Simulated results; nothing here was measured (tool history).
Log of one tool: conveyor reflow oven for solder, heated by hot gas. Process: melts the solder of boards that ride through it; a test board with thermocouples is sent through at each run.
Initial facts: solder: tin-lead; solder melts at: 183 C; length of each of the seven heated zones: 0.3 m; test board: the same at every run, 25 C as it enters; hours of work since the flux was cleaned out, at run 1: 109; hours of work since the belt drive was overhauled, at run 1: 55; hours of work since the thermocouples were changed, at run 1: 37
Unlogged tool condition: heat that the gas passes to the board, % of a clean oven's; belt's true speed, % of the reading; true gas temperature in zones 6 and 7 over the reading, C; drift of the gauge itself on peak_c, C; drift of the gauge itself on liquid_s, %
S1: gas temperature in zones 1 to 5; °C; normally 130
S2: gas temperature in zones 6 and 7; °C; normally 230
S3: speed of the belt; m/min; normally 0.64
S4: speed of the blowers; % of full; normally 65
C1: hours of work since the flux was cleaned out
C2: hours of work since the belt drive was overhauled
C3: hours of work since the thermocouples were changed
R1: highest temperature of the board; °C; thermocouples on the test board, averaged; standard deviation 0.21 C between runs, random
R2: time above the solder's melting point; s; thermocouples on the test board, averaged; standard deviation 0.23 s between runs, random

Run 1, hour 0: usual settings; C1 109; C2 55; C3 37. Result: R1 212.4 °C, R2 37.4 s.
Run 2, hour 5.1: usual settings but S2 220 °C; C1 111; C2 57; C3 39. Result: R1 204 °C, R2 31.3 s.
Run 3, hour 9.9: usual settings but S2 233 °C; C1 113; C2 59; C3 41. Result: R1 215.3 °C, R2 38.7 s.
Run 4, hour 19.7: usual settings but S2 238 °C; C1 118; C2 64; C3 45. Result: R1 219.5 °C, R2 41.4 s.
Run 5, hour 26.7: usual settings but S2 221 °C; C1 121; C2 67; C3 48. Result: R1 204.6 °C, R2 31.9 s.
Run 6, hour 34.1: usual settings but S3 0.595 m/min; C1 124; C2 70; C3 51. Result: R1 215.1 °C, R2 42 s.
Run 7, hour 43.2: usual settings but S3 0.649 m/min; C1 128; C2 74; C3 55. Result: R1 212.2 °C, R2 36.5 s.
Run 8, hour 51.8: usual settings but S3 0.649 m/min; C1 132; C2 77; C3 59. Result: R1 212.4 °C, R2 36.4 s.
Run 9, hour 58.6: usual settings but S3 0.649 m/min; C1 134; C2 80; C3 62. Result: R1 212 °C, R2 36.3 s.
Run 10, hour 65.8: usual settings; C1 138; C2 83; C3 65. Result: R1 212.3 °C, R2 37.4 s.
Run 11, hour 76.1: usual settings; C1 142; C2 88; C3 69. Result: R1 212.5 °C, R2 37.1 s.
Run 12, hour 86.4: usual settings; C1 146; C2 92; C3 74. Result: R1 212.5 °C, R2 37.5 s.
Run 13, hour 92.8: usual settings but S3 0.691 m/min; C1 149; C2 95; C3 77. Result: R1 209.7 °C, R2 32.2 s.
Run 14, hour 99.6: usual settings but S3 0.691 m/min; C1 152; C2 98; C3 79. Result: R1 209.5 °C, R2 32.7 s.
At hour 105: flux residue cleaned out of gas plates and filters.
Run 15, hour 113.9: usual settings but S3 0.691 m/min; C1 4; C2 102; C3 84. Result: R1 209.7 °C, R2 32 s.
Run 16, hour 118.8: usual settings but S3 0.591 m/min, S4 63 % of full; C1 6; C2 104; C3 86. Result: R1 214.7 °C, R2 42.1 s.
Run 17, hour 124.3: usual settings but S3 0.731 m/min, S4 73 % of full; C1 8; C2 106; C3 88. Result: R1 210.1 °C, R2 30.8 s.
Run 18, hour 130.8: usual settings but S2 240 °C, S3 0.664 m/min; C1 11; C2 109; C3 91. Result: R1 219.7 °C, R2 39.8 s.
Run 19, hour 138.9: usual settings but S2 240 °C, S3 0.664 m/min; C1 15; C2 113; C3 94. Result: R1 219.7 °C, R2 39.3 s.
Run 20, hour 144.3: usual settings but S1 119 °C, S2 221 °C, S3 0.694 m/min, S4 85 % of full; C1 17; C2 115; C3 97. Result: R1 206.1 °C, R2 28.5 s.

Run 21 has not been measured yet. What should we expect?
At hour 151.4: flux residue cleaned out of gas plates and filters, once more.
Run 21, hour 158.1: usual settings but S1 132 °C; C1 3; C2 119; C3 100. Result: R1 ?, R2 ?.

{"run 21": {"R1": 213.6, "R2": 38.9}}
Were there no unlogged condition in the tool, this run, its random variation unchanged, would have produced R1 213.2 °C, R2 38.5 s.
